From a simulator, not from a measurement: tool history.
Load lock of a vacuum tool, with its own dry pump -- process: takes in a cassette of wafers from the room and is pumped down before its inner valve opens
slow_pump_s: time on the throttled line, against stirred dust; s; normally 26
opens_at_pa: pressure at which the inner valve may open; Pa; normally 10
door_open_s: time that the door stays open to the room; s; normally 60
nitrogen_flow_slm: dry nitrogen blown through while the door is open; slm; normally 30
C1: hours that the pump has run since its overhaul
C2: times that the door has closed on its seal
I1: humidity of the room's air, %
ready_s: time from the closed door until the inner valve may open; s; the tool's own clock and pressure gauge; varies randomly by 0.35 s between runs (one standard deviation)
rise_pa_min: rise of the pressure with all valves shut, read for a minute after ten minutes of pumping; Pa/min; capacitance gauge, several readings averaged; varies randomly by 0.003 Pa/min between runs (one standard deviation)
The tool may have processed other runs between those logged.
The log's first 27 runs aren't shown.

run 28 hour=3953.7 | slow_pump_s=26 opens_at_pa=10 door_open_s=60 nitrogen_flow_slm=30 | C1=14921 C2=23853 | I1=42.7 | ready_s=58.5 rise_pa_min=0.078
run 29 hour=4085.4 | slow_pump_s=29 opens_at_pa=14 door_open_s=30 nitrogen_flow_slm=9 | C1=15053 C2=24262 | I1=43.9 | ready_s=59.6 rise_pa_min=0.082
run 30 hour=4227.8 | slow_pump_s=33 opens_at_pa=18 door_open_s=125 nitrogen_flow_slm=7 | C1=15195 C2=24705 | I1=45.2 | ready_s=61.1 rise_pa_min=0.155
run 31 hour=4383.6 | slow_pump_s=33 opens_at_pa=18 door_open_s=125 nitrogen_flow_slm=7 | C1=15351 C2=25190 | I1=46.5 | ready_s=60.6 rise_pa_min=0.169
run 32 hour=4547.7 | slow_pump_s=26 opens_at_pa=8 door_open_s=60 nitrogen_flow_slm=14 | C1=15515 C2=25700 | I1=44.2 | ready_s=59.8 rise_pa_min=0.1
run 33 hour=4638.1 | slow_pump_s=26 opens_at_pa=12 door_open_s=60 nitrogen_flow_slm=10 | C1=15606 C2=25981 | I1=44.8 | ready_s=58.7 rise_pa_min=0.108
run 34 hour=4828 | slow_pump_s=26 opens_at_pa=12 door_open_s=60 nitrogen_flow_slm=10 | C1=15795 C2=26571 | I1=42 | ready_s=58.2 rise_pa_min=0.108
run 35 hour=4998.8 | slow_pump_s=22 opens_at_pa=15 door_open_s=45 nitrogen_flow_slm=43 | C1=15966 C2=27103 | I1=44 | ready_s=54.3 rise_pa_min=0.075
run 36 hour=5176.1 | slow_pump_s=22 opens_at_pa=10 door_open_s=60 nitrogen_flow_slm=30 | C1=16144 C2=27654 | I1=46.7 | ready_s=55.6 rise_pa_min=0.091
run 37 hour=5375.9 | slow_pump_s=22 opens_at_pa=17 door_open_s=26 nitrogen_flow_slm=30 | C1=16343 C2=28275 | I1=45.4 | ready_s=53.6 rise_pa_min=0.076
run 38 hour=5512.9 | slow_pump_s=16 opens_at_pa=10 door_open_s=60 nitrogen_flow_slm=30 | C1=16480 C2=28701 | I1=44.6 | ready_s=51.5 rise_pa_min=0.093

3 options for the next run, each taken on its own from the tool as it stands now. Forecast them:
run A hour=5623.7 | slow_pump_s=16 opens_at_pa=10 door_open_s=60 nitrogen_flow_slm=14 | C1=16591 C2=29046 | I1=45.8 | ready_s=? rise_pa_min=?
run B hour=5623.7 | slow_pump_s=35 opens_at_pa=10 door_open_s=60 nitrogen_flow_slm=30 | C1=16591 C2=29046 | I1=45.6 | ready_s=? rise_pa_min=?
run C hour=5623.7 | slow_pump_s=13 opens_at_pa=10 door_open_s=126 nitrogen_flow_slm=13 | C1=16591 C2=29046 | I1=46.7 | ready_s=? rise_pa_min=?

run=A ready_s=51.8 rise_pa_min=0.11
run=B ready_s=64.7 rise_pa_min=0.092
run=C ready_s=49.5 rise_pa_min=0.151
Had the tool no hidden state, the same runs would have come out as:
run=A ready_s=48.2 rise_pa_min=0.056
run=B ready_s=61.7 rise_pa_min=0.039
run=C ready_s=45.8 rise_pa_min=0.097
